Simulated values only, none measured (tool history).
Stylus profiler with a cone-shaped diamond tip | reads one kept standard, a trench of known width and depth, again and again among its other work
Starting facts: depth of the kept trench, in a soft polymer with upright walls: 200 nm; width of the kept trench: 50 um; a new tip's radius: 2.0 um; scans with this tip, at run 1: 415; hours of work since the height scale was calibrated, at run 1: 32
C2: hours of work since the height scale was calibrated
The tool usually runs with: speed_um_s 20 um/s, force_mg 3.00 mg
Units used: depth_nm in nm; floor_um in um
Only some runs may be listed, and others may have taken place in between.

run 1 hour=0.0 | speed_um_s=20 force_mg=3.00 | scans_with_this_tip=415 C2=32 | depth_nm=202.49 floor_um=48.16
run 2 hour=19.4 | speed_um_s=20 force_mg=3.00 | scans_with_this_tip=519 C2=40 | depth_nm=202.52 floor_um=48.16
run 3 hour=33.7 | speed_um_s=20 force_mg=3.00 | scans_with_this_tip=595 C2=46 | depth_nm=202.48 floor_um=48.16
run 4 hour=50.3 | speed_um_s=20 force_mg=1.18 | scans_with_this_tip=683 C2=53 | depth_nm=201.31 floor_um=48.03
run 5 hour=70.1 | speed_um_s=20 force_mg=1.18 | scans_with_this_tip=789 C2=61 | depth_nm=201.32 floor_um=48.11
run 6 hour=78.6 | speed_um_s=20 force_mg=3.00 | scans_with_this_tip=834 C2=65 | depth_nm=202.47 floor_um=48.09
run 7 hour=92.7 | speed_um_s=20 force_mg=3.00 | scans_with_this_tip=909 C2=71 | depth_nm=202.48 floor_um=48.10
run 8 hour=106.9 | speed_um_s=20 force_mg=3.00 | scans_with_this_tip=985 C2=77 | depth_nm=202.50 floor_um=48.07
run 9 hour=116.8 | speed_um_s=20 force_mg=3.00 | scans_with_this_tip=1038 C2=81 | depth_nm=202.49 floor_um=48.03
run 10 hour=133.9 | speed_um_s=20 force_mg=3.00 | scans_with_this_tip=1129 C2=88 | depth_nm=202.53 floor_um=48.06
run 11 hour=144.8 | speed_um_s=20 force_mg=5.38 | scans_with_this_tip=1187 C2=92 | depth_nm=203.68 floor_um=48.10
run 12 hour=155.1 | speed_um_s=20 force_mg=1.00 | scans_with_this_tip=1242 C2=97 | depth_nm=201.18 floor_um=48.03
run 13 hour=167.9 | speed_um_s=20 force_mg=1.00 | scans_with_this_tip=1310 C2=102 | depth_nm=201.17 floor_um=48.06
run 14 hour=184.8 | speed_um_s=10 force_mg=3.00 | scans_with_this_tip=1400 C2=109 | depth_nm=202.47 floor_um=48.02
run 15 hour=199.0 | speed_um_s=20 force_mg=2.54 | scans_with_this_tip=1476 C2=115 | depth_nm=202.24 floor_um=48.06
run 16 hour=210.0 | speed_um_s=20 force_mg=2.54 | scans_with_this_tip=1534 C2=119 | depth_nm=202.19 floor_um=48.03
run 17 hour=229.7 | speed_um_s=20 force_mg=2.54 | scans_with_this_tip=1640 C2=127 | depth_nm=202.22 floor_um=47.97
run 18 hour=242.2 | speed_um_s=24 force_mg=3.00 | scans_with_this_tip=1706 C2=133 | depth_nm=202.44 floor_um=48.01
run 19 hour=254.2 | speed_um_s=20 force_mg=2.37 | scans_with_this_tip=1770 C2=138 | depth_nm=202.10 floor_um=48.02
-- hour=256.6 height scale calibrated on a step standard
run 20 hour=272.9 | speed_um_s=58 force_mg=1.67 | scans_with_this_tip=1867 C2=7 | depth_nm=201.64 floor_um=47.86
run 21 hour=284.3 | speed_um_s=20 force_mg=3.23 | scans_with_this_tip=1928 C2=12 | depth_nm=202.59 floor_um=47.99
run 22 hour=299.7 | speed_um_s=18 force_mg=3.03 | scans_with_this_tip=2010 C2=18 | depth_nm=202.44 floor_um=47.98
run 23 hour=319.0 | speed_um_s=14 force_mg=1.04 | scans_with_this_tip=2113 C2=26 | depth_nm=201.20 floor_um=47.93
-- hour=322.4 height scale calibrated on a step standard, once more
run 24 hour=338.0 | speed_um_s=14 force_mg=1.11 | scans_with_this_tip=2211 C2=6 | depth_nm=201.36 floor_um=47.93
run 25 hour=352.4 | speed_um_s=6 force_mg=1.44 | scans_with_this_tip=2288 C2=12 | depth_nm=201.64 floor_um=47.96
run 26 hour=362.3 | speed_um_s=72 force_mg=5.84 | scans_with_this_tip=2341 C2=17 | depth_nm=204.02 floor_um=47.89
run 27 hour=371.0 | speed_um_s=21 force_mg=7.47 | scans_with_this_tip=2388 C2=20 | depth_nm=204.74 floor_um=47.94
run 28 hour=389.7 | speed_um_s=53 force_mg=5.38 | scans_with_this_tip=2487 C2=28 | depth_nm=203.80 floor_um=47.91
run 29 hour=406.5 | speed_um_s=5 force_mg=1.73 | scans_with_this_tip=2577 C2=35 | depth_nm=201.82 floor_um=47.97
run 30 hour=416.1 | speed_um_s=5 force_mg=1.73 | scans_with_this_tip=2628 C2=39 | depth_nm=201.82 floor_um=47.95
run 31 hour=425.6 | speed_um_s=7 force_mg=8.63 | scans_with_this_tip=2678 C2=43 | depth_nm=205.19 floor_um=47.94
run 32 hour=433.8 | speed_um_s=55 force_mg=1.19 | scans_with_this_tip=2722 C2=46 | depth_nm=201.43 floor_um=47.76
run 33 hour=444.1 | speed_um_s=5 force_mg=1.77 | scans_with_this_tip=2777 C2=50 | depth_nm=201.85 floor_um=47.92
run 34 hour=455.8 | speed_um_s=68 force_mg=6.83 | scans_with_this_tip=2839 C2=55 | depth_nm=204.49 floor_um=47.83

Here are 4 independent what-if runs from the current tool condition. What would each one return?
run A hour=466.6 | speed_um_s=32 force_mg=2.09 | scans_with_this_tip=2897 C2=60 | depth_nm=? floor_um=?
run B hour=466.6 | speed_um_s=13 force_mg=8.09 | scans_with_this_tip=2897 C2=60 | depth_nm=? floor_um=?
run C hour=466.6 | speed_um_s=39 force_mg=4.78 | scans_with_this_tip=2897 C2=60 | depth_nm=? floor_um=?
run D hour=466.6 | speed_um_s=15 force_mg=3.00 | scans_with_this_tip=2897 C2=60 | depth_nm=? floor_um=?

run=A depth_nm=202.03 floor_um=47.85
run=B depth_nm=204.95 floor_um=47.92
run=C depth_nm=203.50 floor_um=47.87
run=D depth_nm=202.60 floor_um=47.92
Stripped of hidden state, with their random variation kept, the same runs would have yielded:
run=A depth_nm=201.97 floor_um=48.18
run=B depth_nm=204.88 floor_um=48.25
run=C depth_nm=203.44 floor_um=48.20
run=D depth_nm=202.54 floor_um=48.25
